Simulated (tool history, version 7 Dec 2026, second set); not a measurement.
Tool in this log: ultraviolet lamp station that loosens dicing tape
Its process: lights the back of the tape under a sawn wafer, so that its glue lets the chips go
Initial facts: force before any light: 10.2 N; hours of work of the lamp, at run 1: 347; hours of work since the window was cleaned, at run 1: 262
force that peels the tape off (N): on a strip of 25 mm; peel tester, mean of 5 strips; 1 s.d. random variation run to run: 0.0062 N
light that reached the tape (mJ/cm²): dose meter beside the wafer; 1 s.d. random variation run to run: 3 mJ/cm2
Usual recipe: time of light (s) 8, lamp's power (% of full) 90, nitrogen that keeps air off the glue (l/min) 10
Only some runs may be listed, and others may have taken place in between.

run	hour	time of light (s)	lamp's power (% of full)	nitrogen that keeps air off the glue (l/min)	hours of work of the lamp	hours of work since the window was cleaned	force that peels the tape off (N)	light that reached the tape (mJ/cm²)
1	0	8	90	10	347	262	0.24	355
2	27.4	8	90	10	360	274	0.263	348
3	48.9	8	90	10	369	283	0.259	349
4	63.7	9	90	10	376	290	0.213	391
5	78.3	9	90	10	382	296	0.215	391
6	99.2	9	90	10	391	306	0.217	391
7	116.7	9	90	10	399	313	0.224	386
# hour 135.7: window cleaned of glue's vapour
8	144.7	8	90	10	411	4	0.348	305
9	172.5	8	90	10	423	16	0.362	302
10	196.3	8	90	10	434	27	0.368	302
11	222.7	10	90	10	446	38	0.243	370
12	251.1	8	90	10	458	51	0.385	291
13	264.6	8	90	10	464	57	0.401	291
14	292.2	8	90	10	476	69	0.405	290
# hour 297.5: window cleaned of glue's vapour, once more
15	319.9	8	90	10	488	10	0.219	384
16	347	8	90	17	500	22	0.177	379
17	360.2	8	90	17	506	28	0.181	374
18	377.9	15	90	10	514	35	0.145	706
19	405.6	5	90	10	526	48	0.687	233
20	419.6	8	90	4	532	54	0.482	372
21	445.2	8	90	10	544	65	0.247	365
22	460.1	7	90	10	550	72	0.32	318
23	480.7	6	90	10	559	81	0.462	272
24	510.6	13	96	9	572	94	0.144	623
25	529.2	13	96	9	581	102	0.152	619
26	545.4	6	92	6	588	109	0.703	274
27	560.7	14	91	5	595	116	0.162	625
28	579	14	91	5	603	124	0.16	622
29	604.1	8	90	10	614	135	0.247	345
30	620.4	8	90	10	621	143	0.287	347
31	648.7	8	90	10	633	155	0.268	344
32	672.6	8	90	10	644	166	0.274	340
33	696.5	8	90	10	655	176	0.283	336
34	716.7	14	90	10	663	185	0.151	593
35	731.3	15	93	10	670	192	0.139	646
36	754.5	15	98	10	680	202	0.148	672
37	780.2	15	98	10	691	213	0.134	667
38	794.9	15	98	10	698	220	0.142	670
39	812.5	14	78	5	706	227	0.201	489
40	835.3	8	90	10	716	237	0.313	322
41	855.6	8	90	10	725	246	0.319	320
42	871.6	8	72	10	732	253	0.536	254

Results for each run, recomputed without the tool's hidden state and with each run's random variation untouched:
Hidden state present: lamp's light, % of a new lamp's; light that the window lets through, % of a clean one's; drift of the gauge itself on peel_n, %; drift of the gauge itself on dose_mj_cm2, %.
run	force that peels the tape off (N)	light that reached the tape (mJ/cm²)
1	0.166	442
2	0.181	437
3	0.176	441
4	0.161	496
5	0.161	498
6	0.16	500
7	0.164	497
8	0.175	441
9	0.18	442
10	0.175	444
11	0.16	550
12	0.176	438
13	0.189	441
14	0.185	441
15	0.175	446
16	0.154	443
17	0.156	440
18	0.144	833
19	0.453	278
20	0.317	444
21	0.186	440
22	0.218	385
23	0.289	331
24	0.14	767
25	0.148	765
26	0.424	340
27	0.146	779
28	0.143	780
29	0.164	438
30	0.195	441
31	0.177	441
32	0.179	440
33	0.182	439
34	0.145	778
35	0.137	852
36	0.146	891
37	0.132	892
38	0.14	900
39	0.139	662
40	0.182	440
41	0.182	439
42	0.262	351
